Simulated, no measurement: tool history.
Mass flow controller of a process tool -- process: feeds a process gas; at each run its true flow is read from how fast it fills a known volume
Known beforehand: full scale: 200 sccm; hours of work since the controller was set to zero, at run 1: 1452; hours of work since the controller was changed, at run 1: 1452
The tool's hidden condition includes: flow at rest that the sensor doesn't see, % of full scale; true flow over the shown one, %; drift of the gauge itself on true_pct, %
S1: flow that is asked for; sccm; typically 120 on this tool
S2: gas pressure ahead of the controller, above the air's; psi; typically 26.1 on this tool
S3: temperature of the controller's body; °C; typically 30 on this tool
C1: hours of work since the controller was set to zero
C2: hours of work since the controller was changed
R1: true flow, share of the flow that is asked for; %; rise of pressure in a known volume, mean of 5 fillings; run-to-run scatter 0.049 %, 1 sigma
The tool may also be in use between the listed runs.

Run 1, hour 0: usual settings; C1 1452; C2 1452. Result: R1 99.47 %.
Run 2, hour 171.9: usual settings; C1 1540; C2 1540. Result: R1 99.49 %.
Run 3, hour 308.3: usual settings; C1 1610; C2 1610. Result: R1 99.49 %.
Run 4, hour 404.9: usual settings; C1 1659; C2 1659. Result: R1 99.5 %.
Run 5, hour 599.7: usual settings; C1 1759; C2 1759. Result: R1 99.46 %.
Run 6, hour 704.3: usual settings; C1 1812; C2 1812. Result: R1 99.48 %.
Run 7, hour 899.1: usual settings but S2 30.3 psi; C1 1912; C2 1912. Result: R1 99.48 %.
Run 8, hour 999.2: usual settings but S2 30.3 psi; C1 1963; C2 1963. Result: R1 99.45 %.
Run 9, hour 1157.8: usual settings but S2 30.3 psi; C1 2044; C2 2044. Result: R1 99.47 %.
Run 10, hour 1322.7: usual settings but S2 30.3 psi; C1 2129; C2 2129. Result: R1 99.48 %.
Run 11, hour 1431.7: usual settings but S2 30.3 psi, S3 20 °C; C1 2184; C2 2184. Result: R1 98.8 %.
Run 12, hour 1592.6: usual settings but S2 30.3 psi, S3 20 °C; C1 2267; C2 2267. Result: R1 98.83 %.
Run 13, hour 1773.5: usual settings but S2 30.3 psi, S3 20 °C; C1 2359; C2 2359. Result: R1 98.84 %.
Run 14, hour 1949.2: usual settings but S2 30.3 psi, S3 20 °C; C1 2449; C2 2449. Result: R1 98.95 %.
Run 15, hour 2097.7: usual settings but S2 30.3 psi, S3 20 °C; C1 2525; C2 2525. Result: R1 98.93 %.
Run 16, hour 2271: usual settings but S2 30.3 psi, S3 20 °C; C1 2613; C2 2613. Result: R1 98.97 %.
Run 17, hour 2418.8: usual settings; C1 2689; C2 2689. Result: R1 99.71 %.
Run 18, hour 2558.4: usual settings but S1 44 sccm, S2 27.6 psi; C1 2760; C2 2760. Result: R1 99.86 %.
Run 19, hour 2744.8: usual settings but S1 29 sccm, S2 27.6 psi; C1 2856; C2 2856. Result: R1 101.04 %.
Run 20, hour 2929.9: usual settings but S1 27 sccm, S2 22.5 psi, S3 24 °C; C1 2950; C2 2950. Result: R1 101.05 %.
Run 21, hour 3076.3: usual settings but S1 147 sccm, S2 29.6 psi, S3 20 °C; C1 3025; C2 3025. Result: R1 99.28 %.
Run 22, hour 3174.8: usual settings but S1 96 sccm, S2 31.3 psi, S3 29 °C; C1 3075; C2 3075. Result: R1 99.45 %.
Run 23, hour 3302.9: usual settings but S1 65 sccm, S2 36.3 psi, S3 21 °C; C1 3141; C2 3141. Result: R1 98.96 %.
Run 24, hour 3439.4: usual settings but S1 63 sccm, S2 36.3 psi, S3 23 °C; C1 3211; C2 3211. Result: R1 99.11 %.
Run 25, hour 3629: usual settings but S1 63 sccm, S2 36.3 psi, S3 23 °C; C1 3308; C2 3308. Result: R1 99.18 %.
Run 26, hour 3804.4: usual settings but S1 68 sccm, S2 39.7 psi, S3 23 °C; C1 3397; C2 3397. Result: R1 99.19 %.
Run 27, hour 3975.3: usual settings but S1 30 sccm, S2 37.6 psi, S3 24 °C; C1 3485; C2 3485. Result: R1 101.1 %.
Run 28, hour 4144.6: usual settings but S2 35.4 psi, S3 21 °C; C1 3571; C2 3571. Result: R1 99.14 %.
Run 29, hour 4291.5: usual settings but S1 48 sccm, S2 30.2 psi, S3 27 °C; C1 3646; C2 3646. Result: R1 100.14 %.
Run 30, hour 4430.1: usual settings but S1 48 sccm, S2 40 psi, S3 40 °C; C1 3717; C2 3717. Result: R1 100.83 %.
Run 31, hour 4586.9: usual settings but S1 29 sccm, S2 22.2 psi; C1 3797; C2 3797. Result: R1 102.23 %.
Run 32, hour 4748.9: usual settings but S1 104 sccm, S2 20.7 psi; C1 3880; C2 3880. Result: R1 99.97 %.
Run 33, hour 4871.7: usual settings but S1 128 sccm, S2 20.5 psi, S3 34 °C; C1 3943; C2 3943. Result: R1 100.45 %.

For some of the steps in R1 from one run to the next: how much would appear even if the tool had no hidden state, given the settings, what came in and random variation, and how much remains for the hidden state plus any gauge scatter that the measured result and the result without hidden state don't share?
Run 20 -> 21: S1 27 -> 147, S2 22.5 -> 29.6, S3 24 -> 20. R1 -1.77 %: hidden state -3.34, all else +1.57.
Run 26 -> 27: S1 68 -> 30, S2 39.7 -> 37.6, S3 23 -> 24. R1 +1.91 %: hidden state +2.45, all else -0.54.
Run 27 -> 28: S1 30 -> 120, S2 37.6 -> 35.4, S3 24 -> 21. R1 -1.96 %: hidden state -3.22, all else +1.26.
Run 31 -> 32: S1 29 -> 104, S2 22.2 -> 20.7. R1 -2.26 %: hidden state -3.5, all else +1.24.
